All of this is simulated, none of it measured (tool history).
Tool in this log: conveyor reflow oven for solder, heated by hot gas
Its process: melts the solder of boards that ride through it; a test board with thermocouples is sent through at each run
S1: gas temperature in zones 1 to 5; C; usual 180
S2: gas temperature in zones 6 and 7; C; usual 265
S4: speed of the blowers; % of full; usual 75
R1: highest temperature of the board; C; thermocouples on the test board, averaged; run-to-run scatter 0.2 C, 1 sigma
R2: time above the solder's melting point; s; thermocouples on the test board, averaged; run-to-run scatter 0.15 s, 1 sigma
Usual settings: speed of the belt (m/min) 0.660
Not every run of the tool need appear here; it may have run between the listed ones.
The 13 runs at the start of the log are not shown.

Run 14, hour 167.5: usual settings but speed of the belt (m/min) 0.761. Result: R1 242.3 C, R2 40.2 s.
Run 15, hour 178.5: usual settings but speed of the belt (m/min) 0.585. Result: R1 250.6 C, R2 63.3 s.
Run 16, hour 188.0: usual settings but speed of the belt (m/min) 0.585. Result: R1 250.7 C, R2 63.2 s.
Run 17, hour 197.7: usual settings but speed of the belt (m/min) 0.585. Result: R1 250.7 C, R2 63.0 s.
Run 18, hour 208.4: usual settings but speed of the belt (m/min) 0.585. Result: R1 250.8 C, R2 63.2 s.
At hour 214.4: flux residue cleaned out of gas plates and filters.
Run 19, hour 224.3: usual settings but S1 169 C, speed of the belt (m/min) 0.625. Result: R1 247.8 C, R2 52.3 s.
Run 20, hour 238.8: usual settings but S1 175 C, S2 274 C, speed of the belt (m/min) 0.533, S4 71 % of full. Result: R1 259.8 C, R2 74.9 s.
Run 21, hour 250.8: usual settings but speed of the belt (m/min) 0.599. Result: R1 250.8 C, R2 62.0 s.
Run 22, hour 259.6: usual settings but S4 52 % of full. Result: R1 241.0 C, R2 44.8 s.
Run 23, hour 267.9: usual settings but S1 168 C, S4 62 % of full. Result: R1 241.5 C, R2 42.5 s.
Run 24, hour 276.3: usual settings but S1 168 C, S4 62 % of full. Result: R1 242.1 C, R2 42.7 s.
Run 25, hour 292.1: usual settings but S1 168 C, S4 62 % of full. Result: R1 241.8 C, R2 42.4 s.
Run 26, hour 300.8: usual settings but S1 181 C, speed of the belt (m/min) 0.627. Result: R1 249.4 C, R2 58.4 s.
Run 27, hour 314.8: usual settings but S1 181 C, speed of the belt (m/min) 0.627. Result: R1 249.7 C, R2 58.2 s.
Run 28, hour 328.2: usual settings but S1 181 C, speed of the belt (m/min) 0.627. Result: R1 249.4 C, R2 58.2 s.
Run 29, hour 338.7: usual settings but S1 181 C, speed of the belt (m/min) 0.627. Result: R1 249.6 C, R2 58.1 s.
Run 30, hour 351.4: usual settings but S1 181 C, speed of the belt (m/min) 0.609, S4 79 % of full. Result: R1 250.5 C, R2 61.4 s.
Run 31, hour 362.9: usual settings but S1 181 C, speed of the belt (m/min) 0.609, S4 79 % of full. Result: R1 251.2 C, R2 61.4 s.

Each row is a separate what-if for the run after 31, all from the same tool condition, not one after another. Results?
Run A, hour 373.3: usual settings but S1 172 C, S2 268 C. Result: R1 ?, R2 ?.
Run B, hour 373.3: usual settings but S1 189 C. Result: R1 ?, R2 ?.
Run C, hour 373.3: usual settings but S1 178 C, speed of the belt (m/min) 0.609, S4 79 % of full. Result: R1 ?, R2 ?.

run     R1    R2
  A  248.5  50.6
  B  249.4  58.1
  C  250.2  59.9
Without the tool's hidden state the same runs would have given:
run     R1    R2
  A  250.0  51.5
  B  250.9  58.8
  C  251.8  60.7
